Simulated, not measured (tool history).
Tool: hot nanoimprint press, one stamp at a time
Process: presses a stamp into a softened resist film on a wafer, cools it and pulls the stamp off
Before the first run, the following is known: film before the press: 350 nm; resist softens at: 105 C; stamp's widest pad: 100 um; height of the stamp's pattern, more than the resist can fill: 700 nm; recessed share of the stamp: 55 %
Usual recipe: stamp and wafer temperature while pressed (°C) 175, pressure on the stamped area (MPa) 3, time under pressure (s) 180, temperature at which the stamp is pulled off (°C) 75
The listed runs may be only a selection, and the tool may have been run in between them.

run   hour  stamp and wafer temperature while pressed (°C)  pressure on the stamped area (MPa)  time under pressure (s)  temperature at which the stamp is pulled off (°C)  resist left under the stamp's widest pad (angstrom)  greatest force while the stamp is pulled off (N)
  1      0                                             175                                   3                      180                                                 75                                                 1873                                               171
  2    6.3                                             168                                   3                      180                                                 75                                                 2254                                               168
  3   15.7                                             168                                   3                      180                                                 75                                                 2256                                               169
  4   23.4                                             175                                   3                      180                                                 75                                                 1878                                               163
  5   34.6                                             175                                2.08                      180                                                 75                                                 2210                                               170
  6   42.7                                             175                                2.08                      180                                                 75                                                 2208                                               168
  7   52.7                                             175                                2.08                      180                                                 75                                                 2208                                               173
  8   65.2                                             175                                2.08                      180                                                 75                                                 2206                                               176
  9   73.6                                             175                                2.84                      180                                                 75                                                 1919                                               178
 10   85.1                                             175                                2.84                      180                                                 75                                                 1917                                               174
 11   98.2                                             175                                2.84                      180                                                 75                                                 1921                                               178
     102.3  -- plate thermocouple calibrated
 12  107.8                                             175                                2.84                      180                                                 75                                                 1916                                               182
 13    114                                             175                                   3                      180                                                 75                                                 1868                                               175
 14  125.7                                             175                                   3                      180                                                 75                                                 1869                                               177
 15  139.5                                             175                                   3                      180                                                 75                                                 1867                                               184
 16    152                                             175                                   3                      180                                                 75                                                 1861                                               184
 17  161.5                                             175                                   3                      180                                                 75                                                 1863                                               186
 18  168.6                                             173                                3.83                      180                                                 70                                                 1753                                               216
 19  175.3                                             173                                3.83                      180                                                 70                                                 1749                                               216
 20  181.1                                             172                                2.24                      139                                                 76                                                 2438                                               183
     189.4  -- plate thermocouple calibrated, once more
 21  197.1                                             169                                   3                      180                                                 75                                                 2191                                               194
 22  210.5                                             175                                   3                      195                                                 75                                                 1821                                               191
 23  221.8                                             186                                2.49                      175                                                 70                                                 1557                                               221
 24  231.4                                             186                                2.49                      175                                                 70                                                 1555                                               208
 25  237.4                                             175                                   3                      192                                                 75                                                 1828                                               194

Measured minus without-hidden-state, run by run (identical run-to-run variation in each term; gauge scatter may differ):
Unlogged tool condition in this case: true temperature over the reading, C; pressure that arrives at the usual setting, %; grip of the stamp's worn release coat, % over a new coat's; drift of the gauge itself on residual_nm, %; drift of the gauge itself on pull_off_n, %.
run  resist left under the stamp's widest pad (angstrom)  greatest force while the stamp is pulled off (N)
  1                                                   +3                                               +10
  2                                                   +2                                               +10
  3                                                   +2                                               +12
  4                                                   +2                                               +12
  5                                                   +0                                               +14
  6                                                   -1                                               +15
  7                                                   -2                                               +16
  8                                                   -3                                               +18
  9                                                   -3                                               +19
 10                                                   -3                                               +20
 11                                                   -4                                               +22
 12                                                   -7                                               +23
 13                                                   -7                                               +23
 14                                                   -7                                               +24
 15                                                   -9                                               +27
 16                                                  -10                                               +28
 17                                                  -10                                               +29
 18                                                  -10                                               +35
 19                                                  -10                                               +36
 20                                                  -14                                               +31
 21                                                   -7                                               +35
 22                                                   -7                                               +36
 23                                                   -6                                               +43
 24                                                   -7                                               +42
 25                                                   -8                                               +39
